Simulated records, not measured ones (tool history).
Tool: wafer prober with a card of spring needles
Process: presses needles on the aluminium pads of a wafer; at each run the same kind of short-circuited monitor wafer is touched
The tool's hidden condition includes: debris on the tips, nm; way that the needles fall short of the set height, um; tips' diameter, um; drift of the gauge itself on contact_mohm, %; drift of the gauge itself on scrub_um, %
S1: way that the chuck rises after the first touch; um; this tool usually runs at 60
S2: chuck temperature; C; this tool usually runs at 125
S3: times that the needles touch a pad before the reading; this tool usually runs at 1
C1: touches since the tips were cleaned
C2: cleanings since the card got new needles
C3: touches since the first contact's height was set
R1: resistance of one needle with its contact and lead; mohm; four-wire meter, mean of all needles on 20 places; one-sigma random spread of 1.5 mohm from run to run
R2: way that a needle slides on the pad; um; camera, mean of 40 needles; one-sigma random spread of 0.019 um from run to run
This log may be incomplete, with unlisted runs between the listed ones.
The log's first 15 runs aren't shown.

run   hour  S1   S2  S3    C1  C2      C3   R1     R2
     278.6  -- tips cleaned on abrasive film
 16  291.6  73   50   1  5262  40   39223  154  11.08
     296.9  -- tips cleaned on abrasive film
 17  303.6  73   50   1  2702  41   44009  148  11.02
     313.6  -- tips cleaned on abrasive film
     330.8  -- tips cleaned on abrasive film
 18  331.1  48  125   2    83  43   54981  156   7.18
     349.9  -- tips cleaned on abrasive film
 19  352.6  48  125   1  1109  44   63639  163   7.15
     368.2  -- tips cleaned on abrasive film
 20  371.1  64  125   1  1155  45   71038  156   9.59
     386.5  -- tips cleaned on abrasive film
 21  396.9  52  125   1  4197  46   81396  179   7.76
     404.3  -- tips cleaned on abrasive film
 22  409.6  58   33   1  2153  47   86484  152   8.63
     422.8  -- tips cleaned on abrasive film
 23  427.7  51   55   1  1946  48   93716  161   7.55
     440.7  -- tips cleaned on abrasive film
 24  442.6  61   92   1   752  49   99698  151   9.07
     458.5  -- tips cleaned on abrasive film
 25  466.9  58   79   2  3353  50  109433  155    8.6
     475.5  -- tips cleaned on abrasive film
 26  489.4  72   92   1  5605  51  118476  163  10.72
     494.5  -- tips cleaned on abrasive film
     512.3  -- tips cleaned on abrasive film
 27  515.9  44   83   3  1468  53  129077  157   6.41
     528.2  -- height of the first contact set anew
 28  528.2  65   44   2  6314  53       0  151   9.93
     530.2  -- tips cleaned on abrasive film
     547.8  -- tips cleaned on abrasive film
 29  554.2  65   44   2  2551  55   10373  147   9.85
     564.7  -- tips cleaned on abrasive film
 30  580.9  66   96   2  6538  56   21100  160   9.99
     582.5  -- tips cleaned on abrasive film
     599.3  -- tips cleaned on abrasive film
 31  600.1  66   96   2   322  58   28768  147   9.97
     616.6  -- tips cleaned on abrasive film
 32  624.9  66   96   2  3335  59   38718  153   9.94
     634.4  -- tips cleaned on abrasive film
 33  642.7  60  110   3  3317  60   45835  156   9.02

Below are 3 alternative next runs, each starting from the tool's condition after run 33. Predict each:
     651.5  -- tips cleaned on abrasive film
  A  657.7  60   49   1  2505  61  51858   ?   ?
     651.5  -- tips cleaned on abrasive film
  B  657.7  54  110   3  2505  61  51858   ?   ?
     651.5  -- tips cleaned on abrasive film
  C  657.7  60  111   1  2505  61  51858   ?   ?

run   R1    R2
  A  155  9.02
  B  157  8.11
  C  161  9.03
Had the tool no hidden state, the same runs would have come out as:
run   R1    R2
  A  134  9.14
  B  147  8.24
  C  143  9.16

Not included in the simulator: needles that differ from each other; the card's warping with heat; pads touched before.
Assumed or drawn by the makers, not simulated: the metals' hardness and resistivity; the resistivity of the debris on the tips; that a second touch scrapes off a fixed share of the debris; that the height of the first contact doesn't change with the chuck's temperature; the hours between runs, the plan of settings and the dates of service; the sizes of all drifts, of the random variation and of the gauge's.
